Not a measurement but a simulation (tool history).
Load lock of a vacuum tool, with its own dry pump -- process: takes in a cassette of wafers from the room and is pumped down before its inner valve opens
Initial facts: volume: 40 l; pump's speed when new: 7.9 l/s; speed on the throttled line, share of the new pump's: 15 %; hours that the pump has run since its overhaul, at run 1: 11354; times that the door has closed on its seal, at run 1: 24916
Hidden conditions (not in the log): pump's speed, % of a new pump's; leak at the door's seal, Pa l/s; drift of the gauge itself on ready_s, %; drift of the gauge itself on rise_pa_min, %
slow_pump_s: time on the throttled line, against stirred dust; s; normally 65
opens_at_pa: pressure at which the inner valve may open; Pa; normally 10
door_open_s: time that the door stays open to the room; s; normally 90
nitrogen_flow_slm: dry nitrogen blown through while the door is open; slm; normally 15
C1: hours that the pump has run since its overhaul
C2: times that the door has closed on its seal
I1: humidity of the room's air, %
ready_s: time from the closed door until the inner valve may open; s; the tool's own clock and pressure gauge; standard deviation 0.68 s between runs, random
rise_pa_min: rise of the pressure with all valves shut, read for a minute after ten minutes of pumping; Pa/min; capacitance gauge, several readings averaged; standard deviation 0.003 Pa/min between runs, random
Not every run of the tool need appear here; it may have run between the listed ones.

{"run": 1, "hour": 0.0, "slow_pump_s": 65, "opens_at_pa": 10, "door_open_s": 90, "nitrogen_flow_slm": 15, "C1": 11354, "C2": 24916, "I1": 43.2, "ready_s": 113.1, "rise_pa_min": 0.339}
{"run": 2, "hour": 371.6, "slow_pump_s": 65, "opens_at_pa": 10, "door_open_s": 90, "nitrogen_flow_slm": 15, "C1": 11725, "C2": 25649, "I1": 42.5, "ready_s": 114.7, "rise_pa_min": 0.35}
{"run": 3, "hour": 734.9, "slow_pump_s": 65, "opens_at_pa": 10, "door_open_s": 90, "nitrogen_flow_slm": 15, "C1": 12088, "C2": 26366, "I1": 43.6, "ready_s": 115.2, "rise_pa_min": 0.371}
{"run": 4, "hour": 1234.3, "slow_pump_s": 65, "opens_at_pa": 10, "door_open_s": 90, "nitrogen_flow_slm": 15, "C1": 12588, "C2": 27351, "I1": 43.2, "ready_s": 116.0, "rise_pa_min": 0.388}
{"run": 5, "hour": 1638.0, "slow_pump_s": 65, "opens_at_pa": 10, "door_open_s": 90, "nitrogen_flow_slm": 15, "C1": 12992, "C2": 28148, "I1": 45.8, "ready_s": 116.9, "rise_pa_min": 0.405}
{"run": 6, "hour": 2004.0, "slow_pump_s": 65, "opens_at_pa": 10, "door_open_s": 90, "nitrogen_flow_slm": 15, "C1": 13358, "C2": 28870, "I1": 45.1, "ready_s": 116.5, "rise_pa_min": 0.419}
{"run": 7, "hour": 2371.6, "slow_pump_s": 65, "opens_at_pa": 10, "door_open_s": 90, "nitrogen_flow_slm": 15, "C1": 13725, "C2": 29596, "I1": 45.9, "ready_s": 117.9, "rise_pa_min": 0.442}
{"hour": 2493.8, "done": "dry pump taken out, an overhauled one fitted"}
{"run": 8, "hour": 2612.0, "slow_pump_s": 65, "opens_at_pa": 10, "door_open_s": 90, "nitrogen_flow_slm": 15, "C1": 118, "C2": 30058, "I1": 45.1, "ready_s": 101.5, "rise_pa_min": 0.449}
{"run": 9, "hour": 3004.3, "slow_pump_s": 65, "opens_at_pa": 10, "door_open_s": 90, "nitrogen_flow_slm": 15, "C1": 510, "C2": 30833, "I1": 47.0, "ready_s": 102.7, "rise_pa_min": 0.458}
{"run": 10, "hour": 3227.2, "slow_pump_s": 65, "opens_at_pa": 10, "door_open_s": 90, "nitrogen_flow_slm": 15, "C1": 733, "C2": 31272, "I1": 45.8, "ready_s": 103.5, "rise_pa_min": 0.47}
{"run": 11, "hour": 3735.8, "slow_pump_s": 65, "opens_at_pa": 10, "door_open_s": 90, "nitrogen_flow_slm": 15, "C1": 1242, "C2": 32276, "I1": 42.5, "ready_s": 104.1, "rise_pa_min": 0.492}
{"run": 12, "hour": 4258.1, "slow_pump_s": 65, "opens_at_pa": 10, "door_open_s": 90, "nitrogen_flow_slm": 15, "C1": 1764, "C2": 33307, "I1": 45.0, "ready_s": 104.4, "rise_pa_min": 0.525}

What will run 13 give?
{"run": 13, "hour": 4525.4, "slow_pump_s": 65, "opens_at_pa": 11, "door_open_s": 128, "nitrogen_flow_slm": 15, "C1": 2032, "C2": 33834, "I1": 47.1, "ready_s": "?", "rise_pa_min": "?"}

{"run 13": {"ready_s": 102.6, "rise_pa_min": 0.556}}
On a tool with no hidden condition, and with the same random variation, this run would have come out at ready_s 101.3 s, rise_pa_min 0.056 Pa/min.
